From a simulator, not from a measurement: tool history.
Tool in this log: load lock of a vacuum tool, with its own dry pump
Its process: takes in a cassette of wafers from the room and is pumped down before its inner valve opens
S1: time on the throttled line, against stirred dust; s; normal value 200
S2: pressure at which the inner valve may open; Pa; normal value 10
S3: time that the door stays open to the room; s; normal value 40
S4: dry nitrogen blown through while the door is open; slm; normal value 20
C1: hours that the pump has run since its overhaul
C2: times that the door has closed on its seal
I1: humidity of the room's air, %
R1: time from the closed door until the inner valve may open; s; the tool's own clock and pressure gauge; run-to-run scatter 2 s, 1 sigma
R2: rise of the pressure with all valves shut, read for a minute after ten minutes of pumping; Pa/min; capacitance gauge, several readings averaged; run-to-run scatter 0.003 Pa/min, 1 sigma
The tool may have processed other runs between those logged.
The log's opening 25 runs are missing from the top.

run 26 hour=2709.3 | S1=200 S2=10 S3=153 S4=20 | C1=13980 C2=10995 | I1=42.0 | R1=350.7 R2=0.228
run 27 hour=2772.5 | S1=200 S2=10 S3=84 S4=20 | C1=14043 C2=11087 | I1=42.2 | R1=351.4 R2=0.217
run 28 hour=2919.9 | S1=310 S2=7 S3=229 S4=20 | C1=14191 C2=11303 | I1=47.7 | R1=453.1 R2=0.249
run 29 hour=3042.2 | S1=226 S2=19 S3=219 S4=16 | C1=14313 C2=11482 | I1=44.5 | R1=359.2 R2=0.252
run 30 hour=3144.8 | S1=226 S2=19 S3=159 S4=7 | C1=14416 C2=11632 | I1=43.7 | R1=366.9 R2=0.274
run 31 hour=3228.8 | S1=226 S2=19 S3=159 S4=7 | C1=14500 C2=11755 | I1=49.5 | R1=365.5 R2=0.265
run 32 hour=3339.6 | S1=108 S2=19 S3=226 S4=12 | C1=14610 C2=11917 | I1=41.6 | R1=257.3 R2=0.271
run 33 hour=3480.4 | S1=200 S2=17 S3=228 S4=13 | C1=14751 C2=12123 | I1=45.4 | R1=345.8 R2=0.279
run 34 hour=3554.2 | S1=200 S2=17 S3=228 S4=13 | C1=14825 C2=12231 | I1=45.4 | R1=344.1 R2=0.278
run 35 hour=3684.6 | S1=200 S2=17 S3=40 S4=13 | C1=14955 C2=12422 | I1=39.9 | R1=343.0 R2=0.256
run 36 hour=3780.7 | S1=284 S2=7 S3=94 S4=13 | C1=15052 C2=12563 | I1=46.4 | R1=435.5 R2=0.278

Below are 5 alternative next runs, each starting from the tool's condition after run 36. Predict each:
run A hour=3846.4 | S1=146 S2=7 S3=30 S4=13 | C1=15117 C2=12659 | I1=43.6 | R1=? R2=?
run B hour=3846.4 | S1=121 S2=8 S3=40 S4=5 | C1=15117 C2=12659 | I1=42.7 | R1=? R2=?
run C hour=3846.4 | S1=314 S2=13 S3=48 S4=20 | C1=15117 C2=12659 | I1=44.2 | R1=? R2=?
run D hour=3846.4 | S1=122 S2=10 S3=121 S4=15 | C1=15117 C2=12659 | I1=40.8 | R1=? R2=?
run E hour=3846.4 | S1=100 S2=8 S3=115 S4=13 | C1=15117 C2=12659 | I1=45.2 | R1=? R2=?

run=A R1=317.2 R2=0.266
run=B R1=288.1 R2=0.270
run=C R1=449.1 R2=0.265
run=D R1=289.3 R2=0.283
run=E R1=271.4 R2=0.278
The same runs, with their run-to-run variation unchanged, on a tool lacking any hidden condition would have given:
run=A R1=291.5 R2=0.017
run=B R1=262.3 R2=0.018
run=C R1=428.7 R2=0.014
run=D R1=264.2 R2=0.033
run=E R1=245.1 R2=0.025

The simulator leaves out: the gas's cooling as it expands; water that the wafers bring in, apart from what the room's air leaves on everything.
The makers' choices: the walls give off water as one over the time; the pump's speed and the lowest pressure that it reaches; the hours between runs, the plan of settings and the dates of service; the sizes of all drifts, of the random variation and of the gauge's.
